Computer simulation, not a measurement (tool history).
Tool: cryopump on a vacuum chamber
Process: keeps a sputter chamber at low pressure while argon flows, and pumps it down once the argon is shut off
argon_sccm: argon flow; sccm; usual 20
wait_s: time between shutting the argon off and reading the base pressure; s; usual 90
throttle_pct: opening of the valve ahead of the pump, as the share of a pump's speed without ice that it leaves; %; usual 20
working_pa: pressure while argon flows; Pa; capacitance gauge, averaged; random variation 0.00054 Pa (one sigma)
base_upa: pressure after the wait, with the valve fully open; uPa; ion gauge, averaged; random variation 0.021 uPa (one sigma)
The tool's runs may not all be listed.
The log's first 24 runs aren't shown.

run     day  argon_sccm  wait_s  throttle_pct  working_pa  base_upa
 25  19.108          12     129            19      0.0424      1.69
 26  19.821           8      90            52      0.0109      1.82
 27    20.7          20      37            20      0.0701       2.3
 28  21.783          20      37            20      0.0706      2.42
 29  22.275          20      37            38      0.0372       2.4
 30  22.988          20      37            38      0.0372      2.47
 31  23.842          20      37            38      0.0375      2.48
 32  24.312          20     166            17      0.0823      1.75
 33  24.946          20     166            17      0.0834      1.79
 34  25.579          10     194            33      0.0224      1.77
 35  26.588          10     194            33      0.0228      1.76

Forecast each of these 3 alternatives for the next run:
  A  27.621          11     179            33           ?         ?
  B  27.621          20     220            53           ?         ?
  C  27.621          38     194            33           ?         ?

run  working_pa  base_upa
  A      0.0243      1.82
  B      0.0272      1.77
  C      0.0828      1.79
Without the tool's hidden state the same runs would have given:
run  working_pa  base_upa
  A      0.0232      0.29
  B      0.0251      0.27
  C      0.0788       0.3

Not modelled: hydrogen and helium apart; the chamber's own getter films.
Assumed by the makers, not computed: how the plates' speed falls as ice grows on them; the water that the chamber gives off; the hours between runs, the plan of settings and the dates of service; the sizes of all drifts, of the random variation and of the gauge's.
